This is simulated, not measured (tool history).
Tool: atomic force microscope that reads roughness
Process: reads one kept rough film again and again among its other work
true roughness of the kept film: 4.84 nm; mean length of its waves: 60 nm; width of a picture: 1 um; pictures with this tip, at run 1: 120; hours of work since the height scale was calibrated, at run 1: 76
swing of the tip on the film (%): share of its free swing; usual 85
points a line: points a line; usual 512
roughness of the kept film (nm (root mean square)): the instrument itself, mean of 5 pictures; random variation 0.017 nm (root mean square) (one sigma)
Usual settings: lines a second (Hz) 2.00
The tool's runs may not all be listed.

run	day	lines a second (Hz)	swing of the tip on the film (%)	points a line	pictures with this tip	hours of work since the height scale was calibrated	roughness of the kept film (nm (root mean square))
1	0.000	2.00	85	512	120	76	4.134
2	0.367	2.00	85	512	129	81	4.112
3	0.875	2.00	85	445	142	88	4.129
4	1.404	2.00	85	445	155	94	4.127
5	1.933	2.00	85	445	168	101	4.154
6	2.421	2.00	75	512	180	108	4.330
7	2.912	2.00	85	512	193	114	4.142
8	3.421	2.00	85	512	205	121	4.121
9	3.867	2.00	85	512	216	126	4.156
10	4.304	1.82	85	512	227	132	4.213
11	4.629	2.00	85	426	235	136	4.128
12	5.017	2.00	85	527	245	141	4.116
13	5.617	2.00	85	527	260	149	4.148
# day 5.779: new tip fitted
14	5.912	2.00	85	527	3	153	4.133
15	6.438	2.00	85	512	16	160	4.129
16	6.846	2.00	85	766	26	165	4.150
17	7.175	2.00	85	512	35	169	4.130
18	7.533	2.00	85	512	44	174	4.138
19	7.883	2.00	85	512	52	178	4.141
20	8.258	2.90	85	512	62	183	3.906
21	8.838	2.00	85	343	76	191	4.118
22	9.196	2.00	85	558	85	195	4.154
23	9.562	2.00	85	558	94	200	4.146
24	9.933	2.00	89	512	104	205	4.050
25	10.200	2.00	89	481	110	208	4.057
26	10.479	2.00	89	481	117	212	4.034
27	10.754	2.00	85	512	124	216	4.150
28	11.012	2.00	85	512	131	219	4.138
29	11.454	2.00	69	512	142	225	4.436
30	12.008	2.00	69	512	155	232	4.441
31	12.538	1.15	88	610	169	239	4.279
32	12.904	2.00	68	738	178	244	4.456
33	13.183	2.00	89	738	185	247	4.056
34	13.783	2.00	89	738	200	255	4.049
35	14.229	3.01	85	294	211	261	3.894

Run 36 comes next. What will it give?
36	14.750	3.30	81	293	224	268	?

Run 36 gave roughness of the kept film (nm (root mean square)) 3.960.
Without the tool's hidden state the same run would have given roughness of the kept film (nm (root mean square)) 3.965.
